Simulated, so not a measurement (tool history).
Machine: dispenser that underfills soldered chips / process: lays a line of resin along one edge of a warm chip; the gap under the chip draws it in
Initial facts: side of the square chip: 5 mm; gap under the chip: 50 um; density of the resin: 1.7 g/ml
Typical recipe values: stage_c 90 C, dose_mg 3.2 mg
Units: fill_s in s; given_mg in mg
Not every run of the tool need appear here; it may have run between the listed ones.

{"run": 1, "day": 0.0, "stage_c": 90, "dose_mg": 3.2, "fill_s": 28.6, "given_mg": 3.19}
{"day": 0.079, "done": "new syringe of resin"}
{"run": 2, "day": 0.262, "stage_c": 99, "dose_mg": 3.2, "fill_s": 18.7, "given_mg": 3.18}
{"day": 0.517, "done": "new syringe of resin"}
{"run": 3, "day": 0.533, "stage_c": 90, "dose_mg": 3.2, "fill_s": 21.7, "given_mg": 3.17}
{"run": 4, "day": 0.8, "stage_c": 90, "dose_mg": 3.2, "fill_s": 26.3, "given_mg": 3.18}
{"day": 0.942, "done": "new syringe of resin"}
{"run": 5, "day": 1.125, "stage_c": 90, "dose_mg": 3.2, "fill_s": 24.9, "given_mg": 3.17}
{"day": 1.354, "done": "new syringe of resin"}
{"run": 6, "day": 1.354, "stage_c": 90, "dose_mg": 3.2, "fill_s": 20.7, "given_mg": 3.15}
{"day": 1.783, "done": "new syringe of resin"}
{"run": 7, "day": 1.838, "stage_c": 94, "dose_mg": 3.2, "fill_s": 19.7, "given_mg": 3.15}
{"day": 2.204, "done": "new syringe of resin"}
{"run": 8, "day": 2.204, "stage_c": 90, "dose_mg": 3.2, "fill_s": 21.2, "given_mg": 3.11}
{"run": 9, "day": 2.4, "stage_c": 90, "dose_mg": 3.2, "fill_s": 24.8, "given_mg": 3.13}
{"day": 2.617, "done": "new syringe of resin"}
{"run": 10, "day": 2.642, "stage_c": 90, "dose_mg": 3.2, "fill_s": 21.1, "given_mg": 3.14}
{"day": 2.7, "done": "dispensing valve cleaned and set on the balance"}
{"run": 11, "day": 3.004, "stage_c": 90, "dose_mg": 3.2, "fill_s": 28.2, "given_mg": 3.19}
{"day": 3.092, "done": "new syringe of resin"}
{"run": 12, "day": 3.296, "stage_c": 93, "dose_mg": 3.2, "fill_s": 22.5, "given_mg": 3.19}
{"day": 3.529, "done": "new syringe of resin"}
{"run": 13, "day": 3.775, "stage_c": 90, "dose_mg": 3.82, "fill_s": 25.9, "given_mg": 3.78}
{"day": 3.946, "done": "new syringe of resin"}
{"run": 14, "day": 4.179, "stage_c": 88, "dose_mg": 3.2, "fill_s": 27.5, "given_mg": 3.17}
{"day": 4.362, "done": "new syringe of resin"}
{"run": 15, "day": 4.612, "stage_c": 88, "dose_mg": 3.17, "fill_s": 27.1, "given_mg": 3.14}
{"day": 4.788, "done": "new syringe of resin"}
{"run": 16, "day": 5.088, "stage_c": 88, "dose_mg": 3.17, "fill_s": 28.2, "given_mg": 3.12}
{"day": 5.221, "done": "new syringe of resin"}
{"run": 17, "day": 5.404, "stage_c": 88, "dose_mg": 3.17, "fill_s": 26.6, "given_mg": 3.11}
{"day": 5.65, "done": "new syringe of resin"}
{"run": 18, "day": 5.842, "stage_c": 90, "dose_mg": 3.2, "fill_s": 25.3, "given_mg": 3.13}
{"day": 6.058, "done": "dispensing valve cleaned and set on the balance"}
{"day": 6.133, "done": "new syringe of resin"}
{"run": 19, "day": 6.296, "stage_c": 90, "dose_mg": 4.02, "fill_s": 23.4, "given_mg": 4}

Predict the results of run 20:
{"day": 6.567, "done": "new syringe of resin"}
{"run": 20, "day": 6.675, "stage_c": 99, "dose_mg": 3.82, "fill_s": "?", "given_mg": "?"}

fill_s: 16.7 s
given_mg: 3.8 mg
Were there no unlogged condition in the tool, this run, its random variation unchanged, would have produced fill_s 16.1 s, given_mg 3.83 mg.
